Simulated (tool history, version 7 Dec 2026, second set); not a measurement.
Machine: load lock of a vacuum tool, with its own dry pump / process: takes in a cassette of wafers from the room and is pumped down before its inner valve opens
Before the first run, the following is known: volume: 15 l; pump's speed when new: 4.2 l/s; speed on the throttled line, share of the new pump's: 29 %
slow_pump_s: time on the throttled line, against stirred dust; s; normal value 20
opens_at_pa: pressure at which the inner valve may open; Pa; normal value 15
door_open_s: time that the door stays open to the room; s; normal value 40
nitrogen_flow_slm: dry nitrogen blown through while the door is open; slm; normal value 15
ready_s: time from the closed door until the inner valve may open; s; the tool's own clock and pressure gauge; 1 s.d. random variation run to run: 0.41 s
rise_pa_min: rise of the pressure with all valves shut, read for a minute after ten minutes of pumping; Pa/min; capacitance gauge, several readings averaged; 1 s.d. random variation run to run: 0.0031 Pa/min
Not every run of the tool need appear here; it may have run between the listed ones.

run    hour  slow_pump_s  opens_at_pa  door_open_s  nitrogen_flow_slm  incoming humidity of the room's air, %  ready_s  rise_pa_min
  1     0.0           20           15           40                 15                                    45.9     46.8        0.092
  2   102.4           20           15           40                 15                                    45.3     46.9        0.096
  3   270.1           20           15           40                 15                                    42.1     47.0        0.089
  4   339.5           20           15           40                 15                                    44.4     46.8        0.099
  5   432.6           20           15           40                 15                                    46.9     47.1        0.097
  6   552.2           20           15           40                 15                                    45.1     47.2        0.100
  7   695.6           20           15           40                 15                                    44.7     46.9        0.101
  8   769.0           20           29           40                 15                                    45.3     44.2        0.102
  9   878.0           39           29           40                 15                                    44.6     57.3        0.107
 10   976.2           38           29           40                 15                                    46.4     57.0        0.108
 11  1132.5           38           29           40                 15                                    46.5     57.1        0.114
 12  1251.1           38           29           40                 15                                    43.9     57.5        0.119
 13  1379.5           38           29           40                 15                                    44.3     56.8        0.112
 14  1449.8           38           29           40                 15                                    45.6     57.3        0.117
 15  1603.2           38           29           40                 15                                    47.4     57.5        0.131
 16  1698.5           20           15           40                 15                                    43.2     46.7        0.124
 17  1863.9           20           15           40                 15                                    45.4     47.7        0.131
 18  1946.7           20           15           40                 15                                    45.0     48.1        0.136
 19  2074.1           20           15           40                 15                                    41.7     47.2        0.137
 20  2173.7           25           15           40                 20                                    46.1     50.9        0.132
 21  2262.9           22           29           40                  5                                    42.8     45.1        0.158
 22  2334.6           15           16           64                 32                                    46.0     43.5        0.142
 23  2407.0           15           16           64                 32                                    42.9     43.2        0.146
 24  2497.4           15           16          235                 32                                    44.7     43.5        0.200
 25  2613.3           15           16          235                 32                                    46.3     44.0        0.207
 26  2729.7           15           16          235                 32                                    45.5     43.1        0.223
 27  2853.2           15           16          235                 17                                    40.4     43.5        0.233
 28  2935.8           37           10          139                 39                                    46.2     61.4        0.181
 29  3045.2           20           12           40                 20                                    45.1     48.0        0.159
 30  3184.5           32           15           40                 15                                    46.5     55.0        0.183
 31  3331.6           32           15           40                 15                                    43.8     56.2        0.176
 32  3402.6           32           15           40                 15                                    43.6     56.5        0.173
 33  3497.1           20           24           32                 15                                    46.0     46.1        0.173
 34  3651.5           20           24           32                 15                                    46.3     45.8        0.186
 35  3761.0           20           25           32                 19                                    42.6     45.9        0.182
 36  3891.4           14           15          131                 25                                    46.8     43.6        0.231
 37  3988.9           14           15          131                 25                                    43.2     43.5        0.241

Each row is a separate what-if for the run after 37, all from the same tool condition, not one after another. Results?
  A  4072.7           17           12          131                 25                                    42.8        ?            ?
  B  4072.7           23           15          131                  4                                    43.6        ?            ?
  C  4072.7           35           15          138                 11                                    44.3        ?            ?

run  ready_s  rise_pa_min
  A     46.1        0.232
  B     49.4        0.280
  C     57.4        0.260
The same runs, with their run-to-run variation unchanged, on a tool lacking any hidden condition would have given:
run  ready_s  rise_pa_min
  A     44.5        0.094
  B     48.0        0.140
  C     56.0        0.123

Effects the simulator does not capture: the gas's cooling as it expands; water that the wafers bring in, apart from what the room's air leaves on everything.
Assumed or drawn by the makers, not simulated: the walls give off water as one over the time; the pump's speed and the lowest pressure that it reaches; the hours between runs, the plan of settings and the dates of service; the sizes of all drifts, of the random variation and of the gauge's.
